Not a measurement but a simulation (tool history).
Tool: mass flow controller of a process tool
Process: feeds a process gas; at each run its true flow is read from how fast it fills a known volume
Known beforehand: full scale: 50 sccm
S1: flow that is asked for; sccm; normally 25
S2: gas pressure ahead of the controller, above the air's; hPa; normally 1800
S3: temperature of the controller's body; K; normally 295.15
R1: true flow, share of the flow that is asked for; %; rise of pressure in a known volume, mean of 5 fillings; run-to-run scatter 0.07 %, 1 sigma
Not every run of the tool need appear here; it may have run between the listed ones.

| run | hour | S1 | S2 | S3 | R1 |
|---|---|---|---|---|---|
| 1 | 0 | 25 | 1800 | 295.15 | 98.89 |
| 2 | 58.8 | 25 | 1800 | 295.15 | 99.03 |
| 3 | 155.1 | 25 | 1800 | 295.15 | 99.14 |
| 4 | 208.7 | 25 | 1800 | 295.15 | 98.93 |
| 5 | 273.1 | 25 | 1800 | 295.15 | 98.99 |
| 6 | 334.9 | 25 | 1800 | 294.15 | 98.89 |
| 7 | 436.5 | 25 | 1800 | 295.15 | 98.96 |
| 8 | 554.7 | 25 | 1800 | 295.15 | 98.96 |
| 9 | 635 | 25 | 1800 | 295.15 | 98.88 |
| 10 | 709.7 | 25 | 1800 | 296.15 | 99.03 |
| 11 | 817.4 | 25 | 1800 | 296.15 | 99.11 |
| 12 | 891 | 25 | 1800 | 296.15 | 98.88 |
|  | 899.9 | controller's zero set anew |
| 13 | 959.1 | 36 | 2680 | 305.15 | 99.32 |
| 14 | 1039.7 | 43 | 2170 | 305.15 | 99.71 |
| 15 | 1147.7 | 43 | 2170 | 305.15 | 99.88 |
|  | 1187.1 | controller's zero set anew, once more |
| 16 | 1209.7 | 6 | 2250 | 305.15 | 99.38 |
| 17 | 1314.6 | 6 | 2250 | 305.15 | 99.42 |
| 18 | 1374.5 | 20 | 1880 | 305.15 | 100.13 |
| 19 | 1484 | 20 | 1880 | 305.15 | 99.94 |
| 20 | 1574.8 | 20 | 1880 | 305.15 | 100 |
| 21 | 1670 | 26 | 2220 | 294.15 | 99.49 |
| 22 | 1787.4 | 26 | 2220 | 294.15 | 99.51 |
| 23 | 1878.4 | 5 | 1960 | 308.15 | 99.02 |

Below are 3 alternative next runs, each starting from the tool's condition after run 23. Predict each:
| A | 1966 | 19 | 1880 | 305.15 | ? |
| B | 1966 | 17 | 1850 | 294.15 | ? |
| C | 1966 | 25 | 1660 | 295.15 | ? |

| run | R1 |
|---|---|
| A | 100.05 |
| B | 99.38 |
| C | 99.69 |
With no hidden state in the tool, these same runs would have given:
| run | R1 |
|---|---|
| A | 99.94 |
| B | 99.3 |
| C | 99.52 |

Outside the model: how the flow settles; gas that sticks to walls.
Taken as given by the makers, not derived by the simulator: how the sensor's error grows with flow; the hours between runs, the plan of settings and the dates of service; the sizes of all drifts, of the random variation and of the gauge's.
